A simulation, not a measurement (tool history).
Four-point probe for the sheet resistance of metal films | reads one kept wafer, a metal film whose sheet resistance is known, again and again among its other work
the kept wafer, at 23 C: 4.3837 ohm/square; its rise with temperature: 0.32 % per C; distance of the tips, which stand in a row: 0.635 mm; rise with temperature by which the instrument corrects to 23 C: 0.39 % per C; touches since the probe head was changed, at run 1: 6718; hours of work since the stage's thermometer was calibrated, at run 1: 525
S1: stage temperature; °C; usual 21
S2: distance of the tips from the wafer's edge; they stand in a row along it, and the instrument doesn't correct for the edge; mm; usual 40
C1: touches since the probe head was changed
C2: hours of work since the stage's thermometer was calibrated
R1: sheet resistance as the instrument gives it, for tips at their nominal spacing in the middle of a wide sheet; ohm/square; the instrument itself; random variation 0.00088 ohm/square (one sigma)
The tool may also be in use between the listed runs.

Run 1, hour 0.0: usual settings; C1 6718; C2 525. Result: R1 4.382292 ohm/square.
Run 2, hour 20.6: usual settings; C1 6941; C2 534. Result: R1 4.383735 ohm/square.
Run 3, hour 52.1: usual settings; C1 7283; C2 547. Result: R1 4.381645 ohm/square.
Run 4, hour 80.6: usual settings but S1 22 °C; C1 7591; C2 559. Result: R1 4.380952 ohm/square.
Run 5, hour 112.0: usual settings but S1 22 °C; C1 7932; C2 572. Result: R1 4.380111 ohm/square.
Run 6, hour 137.3: usual settings; C1 8205; C2 582. Result: R1 4.383253 ohm/square.
Run 7, hour 167.3: usual settings but S2 74 mm; C1 8531; C2 595. Result: R1 4.381879 ohm/square.
Run 8, hour 182.6: usual settings but S2 74 mm; C1 8696; C2 601. Result: R1 4.381957 ohm/square.
Run 9, hour 201.0: usual settings but S2 51 mm; C1 8896; C2 609. Result: R1 4.383151 ohm/square.
Run 10, hour 233.0: usual settings; C1 9242; C2 622. Result: R1 4.382507 ohm/square.
Run 11, hour 263.6: usual settings; C1 9574; C2 635. Result: R1 4.384474 ohm/square.
Run 12, hour 282.8: usual settings; C1 9781; C2 643. Result: R1 4.383601 ohm/square.
Run 13, hour 311.2: usual settings; C1 10090; C2 655. Result: R1 4.381768 ohm/square.
Run 14, hour 326.5: usual settings; C1 10255; C2 661. Result: R1 4.382618 ohm/square.
Run 15, hour 349.3: usual settings; C1 10502; C2 670. Result: R1 4.381730 ohm/square.
Run 16, hour 379.7: usual settings; C1 10832; C2 683. Result: R1 4.383229 ohm/square.
Run 17, hour 412.3: usual settings; C1 11184; C2 696. Result: R1 4.382793 ohm/square.
Run 18, hour 444.9: usual settings; C1 11537; C2 710. Result: R1 4.382955 ohm/square.
Run 19, hour 469.4: usual settings; C1 11802; C2 720. Result: R1 4.383250 ohm/square.
At hour 472.7: stage's thermometer calibrated.
Run 20, hour 490.8: usual settings; C1 12029; C2 7. Result: R1 4.383529 ohm/square.
Run 21, hour 520.9: usual settings; C1 12355; C2 20. Result: R1 4.382157 ohm/square.
Run 22, hour 549.5: usual settings; C1 12665; C2 32. Result: R1 4.382194 ohm/square.
Run 23, hour 578.6: usual settings; C1 12980; C2 44. Result: R1 4.384073 ohm/square.
Run 24, hour 605.0: usual settings but S1 34 °C, S2 9 mm; C1 13266; C2 55. Result: R1 4.357650 ohm/square.
Run 25, hour 619.6: usual settings but S1 25 °C, S2 47 mm; C1 13424; C2 61. Result: R1 4.372472 ohm/square.
Run 26, hour 638.2: usual settings but S1 30 °C, S2 36 mm; C1 13625; C2 69. Result: R1 4.359016 ohm/square.
At hour 658.1: stage's thermometer calibrated, once more.
Run 27, hour 665.0: usual settings but S1 29 °C, S2 7 mm; C1 13911; C2 3. Result: R1 4.377105 ohm/square.
Run 28, hour 688.1: usual settings but S1 29 °C, S2 7 mm; C1 14160; C2 12. Result: R1 4.378091 ohm/square.
Run 29, hour 719.0: usual settings but S1 23 °C, S2 23 mm; C1 14496; C2 25. Result: R1 4.377296 ohm/square.
Run 30, hour 750.9: usual settings but S1 19 °C, S2 8 mm; C1 14841; C2 39. Result: R1 4.399628 ohm/square.
Run 31, hour 771.8: usual settings but S2 11 mm; C1 15067; C2 47. Result: R1 4.387804 ohm/square.
Run 32, hour 787.0: usual settings but S2 11 mm; C1 15232; C2 54. Result: R1 4.386494 ohm/square.
Run 33, hour 816.1: usual settings but S1 27 °C, S2 8 mm; C1 15547; C2 66. Result: R1 4.379688 ohm/square.
Run 34, hour 845.5: usual settings but S1 19 °C; C1 15865; C2 78. Result: R1 4.385595 ohm/square.
Run 35, hour 872.3: usual settings but S2 23 mm; C1 16156; C2 89. Result: R1 4.381101 ohm/square.
Run 36, hour 887.8: usual settings but S2 23 mm; C1 16324; C2 95. Result: R1 4.381578 ohm/square.
Run 37, hour 905.5: usual settings but S2 23 mm; C1 16516; C2 103. Result: R1 4.381912 ohm/square.
Run 38, hour 924.0: usual settings but S1 34 °C, S2 24 mm; C1 16716; C2 110. Result: R1 4.347076 ohm/square.
Run 39, hour 949.1: usual settings but S1 23 °C, S2 15 mm; C1 16988; C2 121. Result: R1 4.377389 ohm/square.
Run 40, hour 978.4: usual settings but S1 33 °C, S2 16 mm; C1 17305; C2 133. Result: R1 4.348981 ohm/square.
Run 41, hour 1008.0: usual settings but S2 18 mm; C1 17625; C2 145. Result: R1 4.382652 ohm/square.
Run 42, hour 1027.7: usual settings but S2 18 mm; C1 17839; C2 153. Result: R1 4.382426 ohm/square.
Run 43, hour 1059.3: usual settings but S1 19 °C, S2 18 mm; C1 18182; C2 167. Result: R1 4.390247 ohm/square.
Run 44, hour 1087.7: usual settings but S1 19 °C, S2 18 mm; C1 18489; C2 178. Result: R1 4.388276 ohm/square.
Run 45, hour 1110.7: usual settings but S1 27 °C, S2 39 mm; C1 18738; C2 188. Result: R1 4.365073 ohm/square.
Run 46, hour 1130.4: usual settings but S1 27 °C, S2 39 mm; C1 18951; C2 196. Result: R1 4.362607 ohm/square.

Forecast each of these 3 alternatives for the next run:
Run A, hour 1152.2: usual settings but S1 20 °C, S2 37 mm; C1 19188; C2 205. Result: R1 ?.
Run B, hour 1152.2: usual settings but S2 54 mm; C1 19188; C2 205. Result: R1 ?.
Run C, hour 1152.2: usual settings but S1 28 °C, S2 4 mm; C1 19188; C2 205. Result: R1 ?.

run        R1
  A  4.383262
  B  4.379249
  C  4.419386
Without the tool's hidden state the same runs would have given:
run        R1
  A  4.393109
  B  4.389089
  C  4.429319
